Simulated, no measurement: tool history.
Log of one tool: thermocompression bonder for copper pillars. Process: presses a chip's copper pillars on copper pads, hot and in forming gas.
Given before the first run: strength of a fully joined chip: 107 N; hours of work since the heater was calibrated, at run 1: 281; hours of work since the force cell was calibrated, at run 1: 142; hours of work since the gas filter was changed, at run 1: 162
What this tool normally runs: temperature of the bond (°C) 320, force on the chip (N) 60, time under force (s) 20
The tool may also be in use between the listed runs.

run   hour  temperature of the bond (°C)  force on the chip (N)  time under force (s)  hours of work since the heater was calibrated  hours of work since the force cell was calibrated  hours of work since the gas filter was changed  force that shears a chip off (N)
  1      0                           320                     60                    20                                            281                                                142                                             162                              78.2
  2   17.3                           320                     60                    20                                            291                                                152                                             172                              77.9
  3   25.7                           320                     60                    20                                            296                                                157                                             177                              78.1
  4   38.6                           320                     60                    20                                            304                                                165                                             185                              78.1
  5   56.3                           320                     60                    20                                            314                                                176                                             196                              78.2
  6     69                           320                     85                    20                                            322                                                183                                             203                                92
  7   82.2                           320                     70                    20                                            330                                                191                                             211                              85.4
  8   93.2                           320                     70                    20                                            336                                                198                                             218                              85.3
  9  103.5                           331                     60                    20                                            342                                                204                                             224                                84
 10  115.7                           331                     60                    20                                            350                                                211                                             231                              83.7
 11  123.9                           315                     60                    20                                            354                                                216                                             236                              74.3
     129.3  -- forming gas filter changed
 12  142.5                           315                     60                    20                                            365                                                227                                               8                              73.7
 13  156.9                           315                     60                    20                                            374                                                235                                              16                              74.3
 14  171.9                           294                     38                    38                                            383                                                244                                              25                                50
 15  185.2                           294                     38                    38                                            391                                                252                                              33                              50.1
 16  195.1                           294                     52                    43                                            397                                                258                                              39                              67.6
 17    212                           347                     60                    16                                            407                                                268                                              49                              87.8
 18  228.1                           347                     60                    16                                            416                                                278                                              59                              88.2
 19  237.7                           344                     48                    20                                            422                                                283                                              65                              80.8
 20  253.1                           344                     48                    20                                            431                                                293                                              74                              80.5
 21  270.3                           320                     48                    20                                            441                                                303                                              84                              66.3
 22  282.2                           320                     48                    20                                            448                                                310                                              91                              65.7
 23  296.2                           320                     48                    20                                            457                                                318                                              99                                66
 24  308.6                           331                     43                    11                                            464                                                326                                             107                              56.8
 25  323.1                           320                     82                    17                                            473                                                334                                             115                              87.4
 26    337                           333                     36                    59                                            481                                                343                                             124                              80.7

Measured less the same run without the tool's hidden state. The same run-to-run variation is in both; the gauge's scatter may not be:
Unlogged tool condition in this case: true temperature of the bond over the reading, C; force that reaches the chip, % of what is set; oxide that the forming gas leaves, % of the face; drift of the gauge itself on shear_n, %.
run  force that shears a chip off (N)
  1                                +0
  2                              -0.1
  3                              -0.2
  4                              -0.2
  5                              -0.3
  6                              -0.5
  7                              -0.5
  8                              -0.6
  9                              -0.7
 10                              -0.7
 11                              -0.7
 12                              -0.6
 13                              -0.7
 14                              -0.5
 15                              -0.5
 16                              -0.8
 17                              -1.2
 18                              -1.3
 19                              -1.2
 20                              -1.2
 21                              -1.1
 22                              -1.2
 23                              -1.2
 24                                -1
 25                              -1.8
 26                              -1.8
